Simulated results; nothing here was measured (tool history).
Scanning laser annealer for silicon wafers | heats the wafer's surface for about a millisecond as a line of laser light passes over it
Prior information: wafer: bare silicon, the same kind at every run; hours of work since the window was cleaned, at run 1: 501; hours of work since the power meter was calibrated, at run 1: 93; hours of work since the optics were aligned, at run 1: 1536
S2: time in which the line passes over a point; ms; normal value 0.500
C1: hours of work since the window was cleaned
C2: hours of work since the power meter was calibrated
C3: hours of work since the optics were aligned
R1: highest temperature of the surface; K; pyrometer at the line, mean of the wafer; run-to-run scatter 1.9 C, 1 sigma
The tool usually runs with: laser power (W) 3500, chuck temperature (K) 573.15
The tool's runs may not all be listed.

run 1 hour=0.0 | laser_power_(W)=3500 S2=0.500 chuck_temperature_(K)=573.15 | C1=501 C2=93 C3=1536 | R1=1409.15
run 2 hour=8.3 | laser_power_(W)=3500 S2=0.500 chuck_temperature_(K)=573.15 | C1=508 C2=99 C3=1542 | R1=1408.15
run 3 hour=17.1 | laser_power_(W)=3500 S2=0.500 chuck_temperature_(K)=573.15 | C1=514 C2=106 C3=1549 | R1=1409.15
run 4 hour=29.8 | laser_power_(W)=3500 S2=0.500 chuck_temperature_(K)=573.15 | C1=524 C2=116 C3=1559 | R1=1406.15
run 5 hour=40.2 | laser_power_(W)=3500 S2=0.500 chuck_temperature_(K)=573.15 | C1=532 C2=124 C3=1567 | R1=1406.15
run 6 hour=51.7 | laser_power_(W)=3500 S2=0.500 chuck_temperature_(K)=573.15 | C1=541 C2=133 C3=1575 | R1=1406.15
run 7 hour=61.0 | laser_power_(W)=3500 S2=0.500 chuck_temperature_(K)=573.15 | C1=548 C2=140 C3=1583 | R1=1405.15
run 8 hour=69.7 | laser_power_(W)=3554 S2=0.522 chuck_temperature_(K)=573.15 | C1=555 C2=147 C3=1589 | R1=1437.15
run 9 hour=84.4 | laser_power_(W)=3497 S2=0.448 chuck_temperature_(K)=551.15 | C1=566 C2=158 C3=1601 | R1=1346.15
run 10 hour=92.6 | laser_power_(W)=3497 S2=0.448 chuck_temperature_(K)=551.15 | C1=572 C2=164 C3=1607 | R1=1343.15
run 11 hour=106.4 | laser_power_(W)=3403 S2=0.448 chuck_temperature_(K)=610.15 | C1=583 C2=175 C3=1617 | R1=1377.15
run 12 hour=119.7 | laser_power_(W)=3403 S2=0.448 chuck_temperature_(K)=610.15 | C1=593 C2=185 C3=1628 | R1=1378.15
run 13 hour=129.8 | laser_power_(W)=3329 S2=0.500 chuck_temperature_(K)=573.15 | C1=601 C2=193 C3=1636 | R1=1364.15
run 14 hour=143.3 | laser_power_(W)=3485 S2=0.470 chuck_temperature_(K)=598.15 | C1=611 C2=203 C3=1646 | R1=1405.15

3 ways to go on from here, each from the tool as it stands after run 14. What would each give?
run A hour=152.5 | laser_power_(W)=3500 S2=0.406 chuck_temperature_(K)=565.15 | C1=619 C2=210 C3=1653 | R1=?
run B hour=152.5 | laser_power_(W)=3321 S2=0.357 chuck_temperature_(K)=585.15 | C1=619 C2=210 C3=1653 | R1=?
run C hour=152.5 | laser_power_(W)=3632 S2=0.360 chuck_temperature_(K)=592.15 | C1=619 C2=210 C3=1653 | R1=?

run=A R1=1319.15
run=B R1=1258.15
run=C R1=1330.15
The same runs, with their run-to-run variation unchanged, on a tool lacking any hidden condition would have given:
run=A R1=1320.15
run=B R1=1258.15
run=C R1=1331.15
